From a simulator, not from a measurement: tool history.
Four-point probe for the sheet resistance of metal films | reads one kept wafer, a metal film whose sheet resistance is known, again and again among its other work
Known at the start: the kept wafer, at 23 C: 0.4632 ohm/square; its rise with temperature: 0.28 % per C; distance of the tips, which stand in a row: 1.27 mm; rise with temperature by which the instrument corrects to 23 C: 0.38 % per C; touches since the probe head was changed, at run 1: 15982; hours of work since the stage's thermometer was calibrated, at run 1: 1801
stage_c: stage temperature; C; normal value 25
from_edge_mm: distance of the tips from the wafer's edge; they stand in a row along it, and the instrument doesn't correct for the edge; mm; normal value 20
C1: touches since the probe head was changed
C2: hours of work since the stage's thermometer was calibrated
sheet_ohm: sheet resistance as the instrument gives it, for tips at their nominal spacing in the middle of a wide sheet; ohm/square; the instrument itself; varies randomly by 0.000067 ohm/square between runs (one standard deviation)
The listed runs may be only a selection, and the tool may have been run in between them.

Run 1, hour 0.0: usual settings; C1 15982; C2 1801. Result: sheet_ohm 0.463905 ohm/square.
Run 2, hour 30.2: usual settings; C1 16638; C2 1814. Result: sheet_ohm 0.463964 ohm/square.
Run 3, hour 70.4: usual settings; C1 17513; C2 1832. Result: sheet_ohm 0.463973 ohm/square.
Run 4, hour 104.6: usual settings; C1 18255; C2 1848. Result: sheet_ohm 0.463904 ohm/square.
Run 5, hour 164.3: usual settings but from_edge_mm 9 mm; C1 19555; C2 1874. Result: sheet_ohm 0.467867 ohm/square.
Run 6, hour 198.4: usual settings but from_edge_mm 9 mm; C1 20295; C2 1890. Result: sheet_ohm 0.467794 ohm/square.
Run 7, hour 246.2: usual settings but stage_c 22 C; C1 21334; C2 1911. Result: sheet_ohm 0.465458 ohm/square.
Run 8, hour 289.1: usual settings but stage_c 22 C; C1 22267; C2 1930. Result: sheet_ohm 0.465289 ohm/square.
Run 9, hour 333.6: usual settings but stage_c 22 C; C1 23233; C2 1950. Result: sheet_ohm 0.465434 ohm/square.
Run 10, hour 372.8: usual settings but stage_c 22 C; C1 24087; C2 1968. Result: sheet_ohm 0.465349 ohm/square.
Run 11, hour 421.1: usual settings but stage_c 22 C; C1 25136; C2 1989. Result: sheet_ohm 0.465339 ohm/square.
Run 12, hour 464.6: usual settings; C1 26083; C2 2009. Result: sheet_ohm 0.464020 ohm/square.
Run 13, hour 519.5: usual settings; C1 27275; C2 2033. Result: sheet_ohm 0.463846 ohm/square.
Run 14, hour 546.7: usual settings but stage_c 33 C, from_edge_mm 14 mm; C1 27866; C2 2045. Result: sheet_ohm 0.461359 ohm/square.
Run 15, hour 601.9: usual settings but stage_c 33 C, from_edge_mm 14 mm; C1 29066; C2 2070. Result: sheet_ohm 0.461389 ohm/square.
Run 16, hour 649.5: usual settings but stage_c 22 C, from_edge_mm 14 mm; C1 30102; C2 2091. Result: sheet_ohm 0.466320 ohm/square.
Run 17, hour 688.1: usual settings but stage_c 22 C, from_edge_mm 14 mm; C1 30942; C2 2109. Result: sheet_ohm 0.466383 ohm/square.
Run 18, hour 718.8: usual settings but stage_c 26 C, from_edge_mm 11 mm; C1 31608; C2 2122. Result: sheet_ohm 0.465719 ohm/square.
Run 19, hour 755.2: usual settings but stage_c 26 C, from_edge_mm 11 mm; C1 32399; C2 2139. Result: sheet_ohm 0.465769 ohm/square.
Run 20, hour 798.6: usual settings but stage_c 30 C, from_edge_mm 25 mm; C1 33343; C2 2158. Result: sheet_ohm 0.461294 ohm/square.
Run 21, hour 842.9: usual settings but stage_c 30 C, from_edge_mm 25 mm; C1 34306; C2 2178. Result: sheet_ohm 0.461287 ohm/square.
Run 22, hour 901.5: usual settings but from_edge_mm 5 mm; C1 35579; C2 2204. Result: sheet_ohm 0.478576 ohm/square.
Run 23, hour 949.7: usual settings but from_edge_mm 8 mm; C1 36628; C2 2226. Result: sheet_ohm 0.469258 ohm/square.
Run 24, hour 1002.6: usual settings but from_edge_mm 8 mm; C1 37776; C2 2249. Result: sheet_ohm 0.469176 ohm/square.
Run 25, hour 1059.2: usual settings but stage_c 23 C, from_edge_mm 3 mm; C1 39007; C2 2275. Result: sheet_ohm 0.504351 ohm/square.
Run 26, hour 1095.0: usual settings but from_edge_mm 45 mm; C1 39785; C2 2291. Result: sheet_ohm 0.463215 ohm/square.

Forecast each of these 5 alternatives for the next run:
Run A, hour 1147.1: usual settings but stage_c 31 C, from_edge_mm 10 mm; C1 40918; C2 2314. Result: sheet_ohm ?.
Run B, hour 1147.1: usual settings but from_edge_mm 5 mm; C1 40918; C2 2314. Result: sheet_ohm ?.
Run C, hour 1147.1: usual settings but from_edge_mm 9 mm; C1 40918; C2 2314. Result: sheet_ohm ?.
Run D, hour 1147.1: usual settings but from_edge_mm 37 mm; C1 40918; C2 2314. Result: sheet_ohm ?.
Run E, hour 1147.1: usual settings but from_edge_mm 5 mm; C1 40918; C2 2314. Result: sheet_ohm ?.

run  sheet_ohm
  A   0.464190
  B   0.478386
  C   0.467789
  D   0.463190
  E   0.478456
Take away the tool's hidden state, keep each run's random variation, and the runs would have read:
run  sheet_ohm
  A   0.463546
  B   0.477707
  C   0.467125
  D   0.462533
  E   0.477777

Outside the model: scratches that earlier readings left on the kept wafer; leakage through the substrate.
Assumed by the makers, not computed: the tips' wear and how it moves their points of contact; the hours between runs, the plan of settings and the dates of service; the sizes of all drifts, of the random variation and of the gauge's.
